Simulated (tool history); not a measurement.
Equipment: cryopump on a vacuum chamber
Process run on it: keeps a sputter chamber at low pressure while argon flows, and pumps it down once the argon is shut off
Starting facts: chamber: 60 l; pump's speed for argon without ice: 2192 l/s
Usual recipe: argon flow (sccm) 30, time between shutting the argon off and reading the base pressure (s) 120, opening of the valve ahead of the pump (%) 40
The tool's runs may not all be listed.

run      day  argon flow (sccm)  time between shutting the argon off and reading the base pressure (s)  opening of the valve ahead of the pump (%)  pressure while argon flows (Pa)  pressure after the wait (uPa)
  1        0                 30                                                                    120                                          40                           0.0625                           0.73
  2    2.054                 30                                                                    120                                          40                           0.0624                           0.74
       4.404  -- pump warmed up, emptied and cooled again
  3    6.742                 14                                                                    120                                          40                            0.028                           0.74
  4   10.704                 53                                                                    120                                          40                           0.1052                           0.78
  5   14.333                 53                                                                    120                                          40                           0.1049                           0.83
  6   18.054                 53                                                                    120                                          40                           0.1064                           0.84
  7   22.138                 30                                                                    179                                          40                           0.0612                           0.76
  8   24.079                 30                                                                    179                                          40                           0.0608                           0.71
  9   27.662                 30                                                                    179                                          40                            0.061                           0.79
 10   31.592                 22                                                                    179                                          40                           0.0456                           0.81
 11   35.021                 14                                                                    179                                          40                           0.0283                           0.87
      36.904  -- pump warmed up, emptied and cooled again
 12   37.654                 30                                                                    120                                          40                            0.059                              1
 13   41.242                 30                                                                     21                                          40                           0.0596                           3.16
 14   43.371                 30                                                                     21                                          40                           0.0602                           3.34
 15     46.9                 30                                                                     21                                          16                           0.1463                           3.23
 16   50.175                 17                                                                     21                                          16                           0.0841                           3.32
 17   53.312                 17                                                                     21                                          16                           0.0839                           3.47
 18   56.083                 17                                                                    108                                          58                           0.0249                           1.24
 19     58.1                 17                                                                    108                                          58                           0.0245                           1.27
 20   60.317                 14                                                                    146                                          48                            0.025                           1.17
 21   64.783                 14                                                                    246                                          53                            0.022                           1.06
 22   67.925                 12                                                                    120                                          18                           0.0535                           1.37
      69.317  -- pump warmed up, emptied and cooled again
 23   70.938                 12                                                                    120                                          18                            0.052                           1.28
 24     73.8                 12                                                                     71                                          18                           0.0518                           1.64
 25   77.104                 53                                                                     55                                          42                            0.102                           1.92
 26   80.479                 31                                                                    120                                          32                           0.0778                            1.4
 27   82.546                 24                                                                    120                                          22                           0.0875                           1.47
 28   85.162                 34                                                                    182                                          38                           0.0727                            1.3
 29   88.783                 51                                                                     88                                          24                           0.1708                           1.71
 30   92.575                 40                                                                    138                                          21                           0.1523                           1.52
 31   96.346                 40                                                                    138                                          21                           0.1537                           1.52
 32  100.954                 14                                                                    217                                          18                           0.0636                           1.45
     101.708  -- pump warmed up, emptied and cooled again
 33  105.288                 14                                                                    217                                          18                           0.0611                           1.35
 34  109.642                 55                                                                    104                                          18                             0.24                           1.71

Alternative continuations, all from the tool just after run 34; predict every row:
  A  113.629                 28                                                                    120                                          40                                ?                              ?
  B  113.629                 44                                                                    143                                          18                                ?                              ?
  C  113.629                 18                                                                     22                                          37                                ?                              ?

run  pressure while argon flows (Pa)  pressure after the wait (uPa)
  A                           0.0569                           1.65
  B                           0.1925                           1.63
  C                             0.04                           3.79
Had the tool no hidden state, the same runs would have come out as:
run  pressure while argon flows (Pa)  pressure after the wait (uPa)
  A                           0.0543                            0.6
  B                           0.1883                           0.55
  C                           0.0383                           2.74
